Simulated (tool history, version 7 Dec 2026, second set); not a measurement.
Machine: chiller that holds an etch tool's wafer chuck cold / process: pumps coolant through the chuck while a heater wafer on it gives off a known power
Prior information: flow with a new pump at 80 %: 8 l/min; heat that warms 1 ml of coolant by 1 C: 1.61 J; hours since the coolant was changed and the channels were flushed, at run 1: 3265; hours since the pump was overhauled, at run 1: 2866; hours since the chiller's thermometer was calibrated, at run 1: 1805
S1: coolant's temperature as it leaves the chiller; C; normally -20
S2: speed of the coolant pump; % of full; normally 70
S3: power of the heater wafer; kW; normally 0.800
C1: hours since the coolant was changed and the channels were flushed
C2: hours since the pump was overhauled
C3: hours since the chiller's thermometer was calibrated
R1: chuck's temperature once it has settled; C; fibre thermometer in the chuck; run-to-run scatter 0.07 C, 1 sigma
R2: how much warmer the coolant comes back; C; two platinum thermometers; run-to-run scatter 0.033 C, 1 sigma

run,hour,S1,S2,S3,C1,C2,C3,R1,R2
1,0.0,-20,70,0.800,3265,2866,1805,-11.93,4.31
2,97.5,-20,70,0.800,3363,2964,1903,-12.10,4.27
3,147.2,-20,70,0.588,3412,3014,1952,-14.06,3.19
4,241.9,-20,70,0.588,3507,3108,2047,-14.27,3.14
5,286.6,-20,70,0.588,3552,3153,2092,-14.29,3.15
6,349.7,-20,70,0.800,3615,3216,2155,-12.14,4.31
7,400.8,-20,70,0.800,3666,3267,2206,-12.13,4.28
8,484.5,-20,70,0.800,3750,3351,2290,-12.21,4.35
9,558.7,-20,70,1.120,3824,3425,2364,-9.02,6.02
10,601.5,-20,70,0.800,3867,3468,2407,-12.33,4.29
11,697.8,-20,70,0.800,3963,3564,2503,-12.35,4.22
12,797.3,-20,72,0.800,4063,3664,2602,-12.51,4.14
# hour 851.8: gauge calibrated
13,891.6,-20,72,0.800,4157,3758,2697,-12.16,4.19
14,962.9,-20,72,0.800,4228,3829,2768,-12.16,4.17
15,1041.9,-27,72,0.800,4307,3908,2847,-19.27,4.14
16,1082.2,-27,72,0.800,4348,3949,2887,-19.28,4.14
17,1157.7,-20,75,1.143,4423,4024,2963,-9.46,5.75
18,1250.3,-21,83,0.658,4516,4117,3055,-15.68,3.00
19,1307.6,-24,96,0.426,4573,4174,3113,-21.11,1.65
20,1393.9,-17,96,0.426,4659,4260,3199,-14.03,1.65
21,1474.2,-10,70,0.800,4739,4341,3279,-2.39,4.33
22,1514.9,-28,73,0.500,4780,4381,3320,-23.53,2.59
23,1606.4,-19,86,0.800,4872,4473,3412,-12.84,3.45
24,1683.6,-20,94,0.791,4949,4550,3489,-14.29,3.09
25,1781.9,-25,70,0.800,5047,4648,3587,-17.45,4.30
26,1840.1,-25,70,0.800,5105,4707,3645,-17.56,4.30
27,1922.8,-25,70,0.800,5188,4789,3728,-17.38,4.27
28,1996.7,-17,70,0.501,5262,4863,3802,-12.77,2.65
29,2072.6,-17,70,0.501,5338,4939,3878,-12.69,2.68
30,2129.7,-17,70,0.501,5395,4996,3935,-12.72,2.68
# hour 2156.9: gauge calibrated
31,2198.2,-21,72,0.536,5463,5065,4003,-15.79,2.79

Branching from run 31: 4 alternative next runs. What would each branch give?
A,2251.1,-16,65,0.811,5516,5118,4056,?,?
B,2251.1,-20,64,0.490,5516,5118,4056,?,?
C,2251.1,-12,76,1.104,5516,5118,4056,?,?
D,2251.1,-20,70,0.800,5516,5118,4056,?,?

run,R1,R2
A,-7.32,4.77
B,-14.63,2.94
C,-1.71,5.45
D,-12.07,4.23
With no hidden state in the tool, these same runs would have given:
run,R1,R2
A,-7.28,4.77
B,-14.58,2.94
C,-1.67,5.44
D,-12.03,4.23

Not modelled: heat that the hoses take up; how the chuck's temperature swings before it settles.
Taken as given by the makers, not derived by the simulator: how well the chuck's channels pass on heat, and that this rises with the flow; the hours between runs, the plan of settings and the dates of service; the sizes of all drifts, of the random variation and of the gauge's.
